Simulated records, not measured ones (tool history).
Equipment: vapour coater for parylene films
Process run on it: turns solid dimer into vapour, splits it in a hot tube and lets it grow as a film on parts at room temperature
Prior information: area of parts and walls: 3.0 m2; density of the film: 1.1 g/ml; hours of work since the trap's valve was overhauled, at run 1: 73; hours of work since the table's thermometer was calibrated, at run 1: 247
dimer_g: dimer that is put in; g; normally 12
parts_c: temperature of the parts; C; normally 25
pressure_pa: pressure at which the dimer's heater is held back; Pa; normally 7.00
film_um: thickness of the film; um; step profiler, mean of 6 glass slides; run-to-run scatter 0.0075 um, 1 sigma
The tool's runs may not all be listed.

| run | hour | dimer_g | parts_c | pressure_pa | hours of work since the trap's valve was overhauled | hours of work since the table's thermometer was calibrated | film_um |
|---|---|---|---|---|---|---|---|
| 1 | 0.0 | 12 | 25 | 7.00 | 73 | 247 | 1.918 |
| 2 | 42.8 | 12 | 25 | 7.00 | 101 | 274 | 1.902 |
| 3 | 84.6 | 10 | 25 | 7.00 | 127 | 301 | 1.586 |
| 4 | 118.3 | 10 | 25 | 7.00 | 149 | 323 | 1.577 |
| 5 | 183.2 | 12 | 21 | 7.00 | 191 | 364 | 2.060 |
| 6 | 230.4 | 22 | 25 | 7.00 | 221 | 395 | 3.472 |
| 7 | 277.6 | 22 | 25 | 7.00 | 251 | 425 | 3.450 |
| 8 | 313.4 | 22 | 25 | 7.00 | 274 | 448 | 3.450 |
| 9 | 382.3 | 12 | 25 | 7.00 | 319 | 492 | 1.864 |
| 10 | 448.7 | 12 | 25 | 7.00 | 361 | 535 | 1.869 |
| 11 | 498.8 | 12 | 25 | 7.00 | 393 | 567 | 1.871 |
| 12 | 537.0 | 12 | 25 | 7.00 | 418 | 592 | 1.845 |
| 13 | 565.8 | 12 | 25 | 7.00 | 437 | 610 | 1.857 |
| 14 | 613.2 | 12 | 36 | 7.00 | 467 | 641 | 1.450 |
| 15 | 651.9 | 13 | 36 | 7.00 | 492 | 665 | 1.580 |
| 16 | 705.5 | 13 | 36 | 7.00 | 526 | 700 | 1.555 |
| 17 | 750.9 | 12 | 25 | 7.00 | 555 | 729 | 1.822 |
|  | 755.0 | table's thermometer calibrated |
| 18 | 782.3 | 12 | 25 | 7.00 | 575 | 18 | 1.821 |
|  | 802.1 | trap's valve overhauled |
| 19 | 833.7 | 12 | 25 | 7.00 | 20 | 48 | 1.902 |
| 20 | 897.9 | 12 | 25 | 7.00 | 62 | 89 | 1.889 |
|  | 943.9 | table's thermometer calibrated, once more |
| 21 | 955.7 | 12 | 25 | 7.00 | 98 | 8 | 1.905 |
| 22 | 992.4 | 12 | 25 | 7.00 | 122 | 31 | 1.902 |
| 23 | 1052.8 | 12 | 25 | 7.00 | 160 | 70 | 1.904 |
| 24 | 1107.2 | 12 | 25 | 7.00 | 195 | 105 | 1.884 |
| 25 | 1170.5 | 12 | 25 | 7.00 | 236 | 146 | 1.893 |
| 26 | 1220.9 | 9 | 25 | 6.37 | 268 | 178 | 1.420 |
| 27 | 1269.6 | 7 | 25 | 2.36 | 300 | 209 | 1.170 |
| 28 | 1324.5 | 12 | 27 | 10.47 | 335 | 244 | 1.751 |
| 29 | 1389.2 | 17 | 25 | 7.68 | 376 | 286 | 2.608 |
| 30 | 1436.5 | 10 | 25 | 2.33 | 407 | 316 | 1.662 |
| 31 | 1483.3 | 10 | 25 | 2.33 | 437 | 347 | 1.650 |
| 32 | 1521.8 | 12 | 21 | 7.00 | 462 | 371 | 2.022 |
| 33 | 1587.3 | 18 | 36 | 5.72 | 504 | 413 | 2.207 |
| 34 | 1621.7 | 6 | 18 | 2.54 | 526 | 435 | 1.136 |
| 35 | 1670.4 | 20 | 25 | 6.15 | 557 | 467 | 3.077 |
| 36 | 1700.8 | 22 | 29 | 3.81 | 577 | 486 | 3.183 |
|  | 1718.8 | trap's valve overhauled |
| 37 | 1755.8 | 22 | 21 | 2.48 | 24 | 519 | 4.051 |
| 38 | 1815.5 | 7 | 17 | 5.76 | 62 | 557 | 1.329 |
| 39 | 1865.5 | 7 | 17 | 5.76 | 94 | 589 | 1.321 |
| 40 | 1916.9 | 7 | 25 | 5.76 | 127 | 622 | 1.113 |
| 41 | 1980.1 | 22 | 25 | 2.80 | 168 | 663 | 3.636 |
| 42 | 2016.7 | 22 | 25 | 2.80 | 191 | 687 | 3.646 |
| 43 | 2049.6 | 12 | 27 | 2.35 | 212 | 708 | 1.913 |
| 44 | 2085.9 | 7 | 18 | 7.00 | 236 | 731 | 1.264 |
| 45 | 2119.5 | 6 | 25 | 7.00 | 257 | 753 | 0.928 |
| 46 | 2153.8 | 6 | 28 | 3.48 | 279 | 775 | 0.914 |
| 47 | 2199.7 | 6 | 28 | 3.48 | 309 | 804 | 0.900 |

Results for each run, recomputed without the tool's hidden state and with each run's random variation untouched:
The tool's hidden condition here consists of: vapour lost through the trap's worn valve, %; true temperature of the parts over the reading, C; drift of the gauge itself on film_um, %.
| run | film_um |
|---|---|
| 1 | 1.939 |
| 2 | 1.927 |
| 3 | 1.611 |
| 4 | 1.605 |
| 5 | 2.103 |
| 6 | 3.555 |
| 7 | 3.543 |
| 8 | 3.551 |
| 9 | 1.926 |
| 10 | 1.939 |
| 11 | 1.946 |
| 12 | 1.926 |
| 13 | 1.941 |
| 14 | 1.520 |
| 15 | 1.659 |
| 16 | 1.639 |
| 17 | 1.926 |
| 18 | 1.936 |
| 19 | 1.942 |
| 20 | 1.936 |
| 21 | 1.925 |
| 22 | 1.926 |
| 23 | 1.934 |
| 24 | 1.921 |
| 25 | 1.937 |
| 26 | 1.457 |
| 27 | 1.204 |
| 28 | 1.808 |
| 29 | 2.704 |
| 30 | 1.727 |
| 31 | 1.720 |
| 32 | 2.112 |
| 33 | 2.314 |
| 34 | 1.194 |
| 35 | 3.244 |
| 36 | 3.362 |
| 37 | 4.113 |
| 38 | 1.354 |
| 39 | 1.350 |
| 40 | 1.141 |
| 41 | 3.739 |
| 42 | 3.756 |
| 43 | 1.975 |
| 44 | 1.307 |
| 45 | 0.962 |
| 46 | 0.949 |
| 47 | 0.938 |
